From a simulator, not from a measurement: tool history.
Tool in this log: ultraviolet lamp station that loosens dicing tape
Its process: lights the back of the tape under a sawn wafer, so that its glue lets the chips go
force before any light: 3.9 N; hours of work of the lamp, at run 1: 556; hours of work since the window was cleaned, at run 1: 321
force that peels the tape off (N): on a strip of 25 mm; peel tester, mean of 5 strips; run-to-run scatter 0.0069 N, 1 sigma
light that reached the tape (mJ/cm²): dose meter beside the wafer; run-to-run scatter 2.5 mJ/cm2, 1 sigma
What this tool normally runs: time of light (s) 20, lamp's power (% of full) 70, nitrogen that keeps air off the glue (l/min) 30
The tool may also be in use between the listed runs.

run,hour,time of light (s),lamp's power (% of full),nitrogen that keeps air off the glue (l/min),hours of work of the lamp,hours of work since the window was cleaned,force that peels the tape off (N),light that reached the tape (mJ/cm²)
1,0,20,70,30,556,321,0.321,241
2,18.7,20,70,17,571,335,0.471,238
3,29.4,20,70,17,579,343,0.473,238
4,42.1,20,70,17,589,353,0.483,235
5,55.1,20,70,30,599,363,0.33,235
6,68.2,20,70,30,609,373,0.351,233
7,92.3,20,70,30,627,392,0.334,227
8,113,20,70,30,643,408,0.368,229
9,126.3,20,70,30,653,418,0.353,228
10,149.1,20,70,30,671,435,0.384,223
11,170.3,35,70,30,687,452,0.205,394
12,189.8,35,70,17,702,467,0.252,388
# hour 202.5: lamp changed
# hour 206.5: window cleaned of glue's vapour
13,215.3,35,70,17,9,7,0.216,499
14,229,35,70,17,20,17,0.205,496
15,240.6,20,70,30,29,26,0.281,277
# hour 258.4: window cleaned of glue's vapour, once more
16,264.7,20,70,30,47,5,0.246,307
17,280,35,71,60,59,17,0.185,536
18,299,15,71,42,74,31,0.272,231
19,314.4,37,70,10,85,43,0.227,557
20,336.6,11,89,10,103,60,0.827,207
21,348.9,20,70,30,112,70,0.264,299
22,362.5,18,79,44,122,80,0.216,301
23,374.6,11,89,17,132,89,0.606,207
24,397.3,30,86,13,149,107,0.207,531
25,422.6,30,86,13,169,126,0.219,532
26,439.9,36,70,28,182,140,0.197,511
27,466.1,20,62,23,202,160,0.374,249
28,484.7,20,70,30,217,174,0.268,282
29,507.7,20,70,30,234,192,0.274,277
30,520.6,20,70,30,244,202,0.267,276
31,537.5,20,70,30,257,215,0.289,277
32,561,20,70,30,275,233,0.287,273

Hidden state at the last listed run before each entry between runs and at the first one after, where it differs:
Runs 12 to 13: lamp changed (hour 202.5); window cleaned of glue's vapour (hour 206.5)
  lamp's light, % of a new lamp's: 76.2 -> 99.2; light that the window lets through, % of a clean one's: 91.6 -> 90.3
  the result without the hidden state subtracted from the measured one, force that peels the tape off (N): +0.05 -> +0.009; light that reached the tape (mJ/cm²): -167 -> -59
Runs 15 to 16: window cleaned of glue's vapour, once more (hour 258.4)
  lamp's light, % of a new lamp's: 98.5 -> 97.8; light that the window lets through, % of a clean one's: 89.9 -> 99.4
  the result without the hidden state subtracted from the measured one, force that peels the tape off (N): +0.033 -> +0.006; light that reached the tape (mJ/cm²): -36 -> -9
